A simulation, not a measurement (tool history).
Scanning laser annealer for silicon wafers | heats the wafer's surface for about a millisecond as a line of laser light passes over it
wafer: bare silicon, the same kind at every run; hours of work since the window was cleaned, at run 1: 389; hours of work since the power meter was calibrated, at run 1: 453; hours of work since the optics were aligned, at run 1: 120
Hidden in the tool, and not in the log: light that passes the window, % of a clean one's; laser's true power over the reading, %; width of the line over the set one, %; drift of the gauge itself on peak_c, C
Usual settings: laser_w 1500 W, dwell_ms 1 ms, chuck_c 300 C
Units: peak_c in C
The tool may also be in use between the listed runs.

run	day	laser_w	dwell_ms	chuck_c	hours of work since the window was cleaned	hours of work since the power meter was calibrated	hours of work since the optics were aligned	peak_c
1	0	1500	1	300	389	453	120	1063
2	0.912	1500	1	300	398	461	129	1068
3	1.467	1500	1	300	403	467	135	1066
4	2.288	1500	1	300	411	475	143	1065
5	3.371	1500	1	300	422	486	153	1066
6	4.55	1500	1	300	433	497	165	1066
7	5.25	1500	1	300	440	504	172	1066
8	5.875	1500	1	300	446	510	178	1065
9	7.075	1321	0.91	306	458	522	190	943
10	7.633	1321	0.91	306	464	527	195	946
11	8.175	1321	0.91	306	469	533	200	944
12	9.292	1321	0.91	306	480	544	211	945
13	9.917	1330	0.71	306	486	550	217	860
14	10.846	1330	0.72	304	495	559	226	863
15	11.483	1330	0.72	304	501	565	233	867

5 ways to go on from here, each from the tool as it stands after run 15. What would each give?
A	12.171	1511	1	300	508	572	239	?
B	12.171	1285	1	300	508	572	239	?
C	12.171	1630	0.76	333	508	572	239	?
D	12.171	1330	0.72	325	508	572	239	?
E	12.171	1490	0.7	300	508	572	239	?

run	peak_c
A	1072
B	956
C	1042
D	884
E	916
Without the tool's hidden state the same runs would have given:
run	peak_c
A	1073
B	957
C	1043
D	885
E	917
